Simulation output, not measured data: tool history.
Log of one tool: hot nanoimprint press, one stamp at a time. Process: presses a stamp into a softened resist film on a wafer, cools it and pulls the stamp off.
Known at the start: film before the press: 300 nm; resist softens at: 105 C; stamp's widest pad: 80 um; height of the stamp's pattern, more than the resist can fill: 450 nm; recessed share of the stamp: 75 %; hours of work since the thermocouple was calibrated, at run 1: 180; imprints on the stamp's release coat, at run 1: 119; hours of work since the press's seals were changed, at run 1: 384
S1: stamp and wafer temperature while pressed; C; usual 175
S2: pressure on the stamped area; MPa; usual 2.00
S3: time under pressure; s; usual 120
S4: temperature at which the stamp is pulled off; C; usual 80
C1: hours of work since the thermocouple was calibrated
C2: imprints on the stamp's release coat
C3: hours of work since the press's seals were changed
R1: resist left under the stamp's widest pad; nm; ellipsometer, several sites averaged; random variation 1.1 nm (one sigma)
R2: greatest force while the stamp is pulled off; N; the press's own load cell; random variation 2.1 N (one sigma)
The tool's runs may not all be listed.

| run | hour | S1 | S2 | S3 | S4 | C1 | C2 | C3 | R1 | R2 |
|---|---|---|---|---|---|---|---|---|---|---|
| 1 | 0.0 | 175 | 2.00 | 120 | 80 | 180 | 119 | 384 | 163.8 | 139 |
| 2 | 16.8 | 175 | 2.00 | 120 | 80 | 189 | 163 | 394 | 162.4 | 144 |
| 3 | 33.6 | 175 | 2.00 | 120 | 80 | 199 | 207 | 404 | 161.9 | 143 |
| 4 | 43.9 | 175 | 1.42 | 120 | 80 | 205 | 235 | 410 | 180.9 | 141 |
| 5 | 55.0 | 175 | 1.42 | 120 | 80 | 212 | 264 | 417 | 183.9 | 145 |
| 6 | 66.0 | 175 | 1.42 | 120 | 80 | 218 | 293 | 423 | 182.5 | 144 |
| 7 | 74.2 | 175 | 2.00 | 120 | 77 | 223 | 315 | 428 | 162.6 | 143 |
| 8 | 89.2 | 175 | 2.00 | 154 | 80 | 232 | 355 | 437 | 147.7 | 146 |
| 9 | 102.7 | 175 | 1.79 | 120 | 80 | 240 | 390 | 444 | 172.4 | 145 |
| 10 | 113.5 | 175 | 1.79 | 120 | 80 | 246 | 419 | 451 | 170.1 | 147 |
| 11 | 125.7 | 175 | 1.98 | 149 | 80 | 253 | 451 | 458 | 153.3 | 144 |
| 12 | 141.1 | 166 | 1.98 | 75 | 80 | 262 | 492 | 467 | 260.3 | 148 |
| 13 | 151.2 | 166 | 1.80 | 75 | 86 | 268 | 518 | 473 | 258.1 | 140 |
| 14 | 169.3 | 180 | 1.80 | 75 | 80 | 279 | 566 | 483 | 156.7 | 146 |
| 15 | 178.1 | 180 | 1.80 | 75 | 80 | 284 | 589 | 488 | 152.7 | 146 |
| 16 | 193.9 | 184 | 2.45 | 99 | 75 | 293 | 631 | 498 | 99.2 | 153 |
| 17 | 203.4 | 173 | 2.00 | 120 | 75 | 298 | 657 | 503 | 181.6 | 151 |
| 18 | 216.3 | 170 | 2.23 | 78 | 85 | 306 | 691 | 511 | 225.0 | 141 |
| 19 | 229.3 | 170 | 2.23 | 78 | 85 | 314 | 725 | 518 | 224.3 | 144 |

Hidden state or all else? Some run-to-run changes of R1, split into what the settings, what came in and random variation would give without the hidden state, and what is left for the hidden state (with any gauge scatter that isn't in both results):
The hidden state here: true temperature over the reading, C; pressure that arrives at the usual setting, %; grip of the stamp's worn release coat, % over a new coat's; drift of the gauge itself on residual_nm, %; drift of the gauge itself on pull_off_n, %.
Run 11 -> 12: S1 175 -> 166, S3 149 -> 75. R1 +107.0 nm: hidden state -1.4, all else +108.4.
Run 16 -> 17: S1 184 -> 173, S2 2.45 -> 2.00, S3 99 -> 120. R1 +82.4 nm: hidden state +2.0, all else +80.4.
